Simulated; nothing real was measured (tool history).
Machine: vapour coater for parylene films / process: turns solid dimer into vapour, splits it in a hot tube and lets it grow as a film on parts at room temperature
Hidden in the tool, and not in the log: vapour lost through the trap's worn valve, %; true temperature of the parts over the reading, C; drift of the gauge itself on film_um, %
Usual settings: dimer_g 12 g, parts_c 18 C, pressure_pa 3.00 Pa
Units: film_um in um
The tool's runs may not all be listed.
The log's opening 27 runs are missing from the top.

run	hour	dimer_g	parts_c	pressure_pa	hours of work since the trap's valve was overhauled	hours of work since the table's thermometer was calibrated	film_um
28	444.8	7	21	6.28	122	845	1.15
29	456.7	7	21	6.28	132	854	1.11
30	476.3	7	21	6.28	147	870	1.11
31	494.7	7	19	6.28	161	884	1.23
32	509.4	12	16	11.70	173	895	2.16
33	529.6	7	18	2.21	189	911	1.44
34	543.6	6	21	8.88	200	922	0.89
35	564.8	9	18	5.17	216	939	1.64
# hour 577.0: trap's valve overhauled
36	589.4	14	18	2.85	10	955	3.03
37	599.6	13	28	2.81	18	963	1.80
38	613.0	15	28	6.04	28	973	1.90
39	632.7	15	14	8.95	44	989	3.21
40	649.2	15	20	8.95	56	1002	2.50
41	660.8	15	20	5.44	66	1011	2.71
42	670.4	9	19	5.44	73	1018	1.69

Below are 5 alternative next runs, each starting from the tool's condition after run 42. Predict each:
A	685.9	13	21	3.53	85	1030	?
B	685.9	12	22	3.00	85	1030	?
C	685.9	9	16	3.98	85	1030	?
D	685.9	9	19	9.74	85	1030	?
E	685.9	5	19	5.31	85	1030	?

run	film_um
A	2.36
B	2.11
C	1.96
D	1.56
E	0.94
Stripped of hidden state, with their random variation kept, the same runs would have yielded:
run	film_um
A	2.37
B	2.12
C	1.97
D	1.57
E	0.95
